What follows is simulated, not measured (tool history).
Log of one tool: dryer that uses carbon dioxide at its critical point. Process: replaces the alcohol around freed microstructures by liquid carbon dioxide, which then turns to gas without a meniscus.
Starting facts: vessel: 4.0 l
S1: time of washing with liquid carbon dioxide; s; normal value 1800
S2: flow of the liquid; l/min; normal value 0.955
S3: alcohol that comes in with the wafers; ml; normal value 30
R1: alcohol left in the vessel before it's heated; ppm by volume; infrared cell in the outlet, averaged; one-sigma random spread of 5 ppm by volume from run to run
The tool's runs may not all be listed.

run 1 hour=0 | S1=1800 S2=0.955 S3=30 | R1=111
run 2 hour=26.4 | S1=1800 S2=0.955 S3=30 | R1=114
run 3 hour=60.7 | S1=1800 S2=0.955 S3=45 | R1=128
run 4 hour=82.3 | S1=1800 S2=0.955 S3=30 | R1=114
run 5 hour=117 | S1=1800 S2=0.955 S3=30 | R1=123
run 6 hour=139.6 | S1=1800 S2=0.955 S3=30 | R1=125
run 7 hour=174.8 | S1=1800 S2=0.577 S3=30 | R1=288
-- hour=184.4 inlet filter changed
run 8 hour=197.3 | S1=1800 S2=0.577 S3=30 | R1=227
run 9 hour=215.1 | S1=1800 S2=0.577 S3=30 | R1=221
run 10 hour=236.4 | S1=1800 S2=0.577 S3=30 | R1=228
run 11 hour=275.6 | S1=1920 S2=0.577 S3=45 | R1=250
run 12 hour=318.1 | S1=1920 S2=0.9 S3=27 | R1=125
run 13 hour=354.8 | S1=1920 S2=1.069 S3=29 | R1=127
run 14 hour=384.8 | S1=1860 S2=0.784 S3=70 | R1=185
run 15 hour=423.9 | S1=1080 S2=0.955 S3=45 | R1=337
run 16 hour=446.1 | S1=1080 S2=0.955 S3=45 | R1=328
run 17 hour=481.1 | S1=1320 S2=1.125 S3=90 | R1=203
run 18 hour=523 | S1=1800 S2=0.955 S3=73 | R1=161
run 19 hour=551.4 | S1=1800 S2=0.955 S3=73 | R1=163
run 20 hour=580.5 | S1=1980 S2=0.814 S3=28 | R1=146

3 ways to go on from here, each from the tool as it stands after run 20. What would each give?
run A hour=619.5 | S1=1800 S2=0.969 S3=30 | R1=?
run B hour=619.5 | S1=2760 S2=0.837 S3=30 | R1=?
run C hour=619.5 | S1=1680 S2=0.92 S3=30 | R1=?

run=A R1=147
run=B R1=150
run=C R1=155
What these runs would have given with no unlogged condition in the tool:
run=A R1=8
run=B R1=13
run=C R1=20
